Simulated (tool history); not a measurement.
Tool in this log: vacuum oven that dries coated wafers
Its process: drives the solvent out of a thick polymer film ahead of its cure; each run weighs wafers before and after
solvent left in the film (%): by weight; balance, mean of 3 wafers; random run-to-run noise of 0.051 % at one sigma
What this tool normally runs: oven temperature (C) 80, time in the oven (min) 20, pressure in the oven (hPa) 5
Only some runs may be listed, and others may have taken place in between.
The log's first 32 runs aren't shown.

run,hour,oven temperature (C),time in the oven (min),pressure in the oven (hPa),hours of work since the thermocouples were calibrated,hours of work since the vacuum gauge was cleaned of residue,solvent left in the film (%)
# hour 1643.1: vacuum gauge cleaned of residue and calibrated
33,1701.7,95,16,5,1331,34,0.49
34,1756.5,72,24,7.17,1363,65,2.57
35,1807.8,72,24,7.17,1392,95,2.55
# hour 1856.6: vacuum gauge cleaned of residue and calibrated, once more
36,1862.1,87,24,8.41,1422,3,0.43
37,1909.1,72,20,5,1449,30,2.82
38,1970.3,88,20,8.21,1484,65,0.59
39,2037.6,88,20,16.12,1523,104,0.99
40,2098.1,77,20,17.4,1558,139,2.49
41,2175.1,80,32,16.26,1602,183,1.1
42,2227.6,93,13,5,1632,213,0.62
43,2281,87,32,5.38,1663,244,0.26
44,2327.7,69,32,5.38,1690,270,1.9
45,2374.8,69,22,6.14,1717,297,3.61
46,2420.4,69,22,6.14,1743,324,3.48

Predict each of these 3 candidate next runs independently; none follows another, all start after run 46:
A,2481,74,14,3.5,1778,358,?
B,2481,66,22,3.33,1778,358,?
C,2481,69,18,4.72,1778,358,?

run,solvent left in the film (%)
A,4
B,4.33
C,4.4
What these runs would have given with no unlogged condition in the tool:
run,solvent left in the film (%)
A,2.9
B,3.14
C,3.23
